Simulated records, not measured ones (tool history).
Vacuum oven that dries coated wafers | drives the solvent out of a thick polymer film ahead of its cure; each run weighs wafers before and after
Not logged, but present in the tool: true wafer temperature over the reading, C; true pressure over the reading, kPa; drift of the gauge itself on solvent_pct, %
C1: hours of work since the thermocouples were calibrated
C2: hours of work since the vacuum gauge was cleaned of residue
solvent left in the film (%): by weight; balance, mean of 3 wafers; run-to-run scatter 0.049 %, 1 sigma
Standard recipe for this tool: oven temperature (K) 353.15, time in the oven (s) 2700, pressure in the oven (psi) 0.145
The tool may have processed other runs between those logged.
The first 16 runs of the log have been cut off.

{"run": 17, "day": 8.833, "oven temperature (K)": 359.15, "time in the oven (s)": 2700, "pressure in the oven (psi)": 0.145, "C1": 732, "C2": 253, "solvent left in the film (%)": 2.99}
{"run": 18, "day": 9.538, "oven temperature (K)": 359.15, "time in the oven (s)": 2700, "pressure in the oven (psi)": 0.145, "C1": 740, "C2": 261, "solvent left in the film (%)": 3.01}
{"run": 19, "day": 10.096, "oven temperature (K)": 359.15, "time in the oven (s)": 4680, "pressure in the oven (psi)": 0.145, "C1": 747, "C2": 267, "solvent left in the film (%)": 1.61}
{"run": 20, "day": 10.817, "oven temperature (K)": 353.15, "time in the oven (s)": 2700, "pressure in the oven (psi)": 0.319, "C1": 755, "C2": 276, "solvent left in the film (%)": 5.51}
{"run": 21, "day": 11.638, "oven temperature (K)": 353.15, "time in the oven (s)": 3120, "pressure in the oven (psi)": 0.319, "C1": 765, "C2": 285, "solvent left in the film (%)": 5.05}
{"run": 22, "day": 12.358, "oven temperature (K)": 353.15, "time in the oven (s)": 3120, "pressure in the oven (psi)": 0.319, "C1": 773, "C2": 294, "solvent left in the film (%)": 4.97}
{"run": 23, "day": 13.15, "oven temperature (K)": 353.15, "time in the oven (s)": 3120, "pressure in the oven (psi)": 0.319, "C1": 783, "C2": 303, "solvent left in the film (%)": 5.03}
{"run": 24, "day": 13.838, "oven temperature (K)": 345.15, "time in the oven (s)": 1440, "pressure in the oven (psi)": 0.162, "C1": 791, "C2": 311, "solvent left in the film (%)": 8.53}
{"run": 25, "day": 14.412, "oven temperature (K)": 344.15, "time in the oven (s)": 1380, "pressure in the oven (psi)": 0.116, "C1": 798, "C2": 318, "solvent left in the film (%)": 8.55}
{"run": 26, "day": 14.975, "oven temperature (K)": 343.15, "time in the oven (s)": 3540, "pressure in the oven (psi)": 0.12, "C1": 804, "C2": 324, "solvent left in the film (%)": 5.45}
{"run": 27, "day": 15.608, "oven temperature (K)": 358.15, "time in the oven (s)": 1560, "pressure in the oven (psi)": 0.145, "C1": 812, "C2": 332, "solvent left in the film (%)": 5.26}
{"run": 28, "day": 16.067, "oven temperature (K)": 364.15, "time in the oven (s)": 4560, "pressure in the oven (psi)": 0.106, "C1": 817, "C2": 337, "solvent left in the film (%)": 0.87}
{"run": 29, "day": 16.746, "oven temperature (K)": 367.15, "time in the oven (s)": 1860, "pressure in the oven (psi)": 0.528, "C1": 825, "C2": 345, "solvent left in the film (%)": 4.52}
{"run": 30, "day": 17.171, "oven temperature (K)": 344.15, "time in the oven (s)": 2700, "pressure in the oven (psi)": 0.145, "C1": 830, "C2": 350, "solvent left in the film (%)": 6.41}
{"run": 31, "day": 17.804, "oven temperature (K)": 348.15, "time in the oven (s)": 2700, "pressure in the oven (psi)": 0.151, "C1": 837, "C2": 358, "solvent left in the film (%)": 5.54}
{"run": 32, "day": 18.271, "oven temperature (K)": 348.15, "time in the oven (s)": 2700, "pressure in the oven (psi)": 0.151, "C1": 843, "C2": 363, "solvent left in the film (%)": 5.37}
{"run": 33, "day": 18.812, "oven temperature (K)": 353.15, "time in the oven (s)": 2700, "pressure in the oven (psi)": 0.476, "C1": 849, "C2": 369, "solvent left in the film (%)": 6.55}
{"run": 34, "day": 19.208, "oven temperature (K)": 348.15, "time in the oven (s)": 1980, "pressure in the oven (psi)": 0.128, "C1": 854, "C2": 374, "solvent left in the film (%)": 6.47}
{"run": 35, "day": 20.0, "oven temperature (K)": 348.15, "time in the oven (s)": 1980, "pressure in the oven (psi)": 0.128, "C1": 863, "C2": 383, "solvent left in the film (%)": 6.57}
{"run": 36, "day": 20.521, "oven temperature (K)": 348.15, "time in the oven (s)": 1980, "pressure in the oven (psi)": 0.128, "C1": 869, "C2": 389, "solvent left in the film (%)": 6.35}

What does the tool deliver on the next run?
{"run": 37, "day": 20.962, "oven temperature (K)": 339.15, "time in the oven (s)": 2580, "pressure in the oven (psi)": 0.126, "C1": 874, "C2": 395, "solvent left in the film (%)": "?"}

solvent left in the film (%): 7.57
With the hidden condition absent and the run-to-run variation left alone, this run would have shown solvent left in the film (%) 7.61.
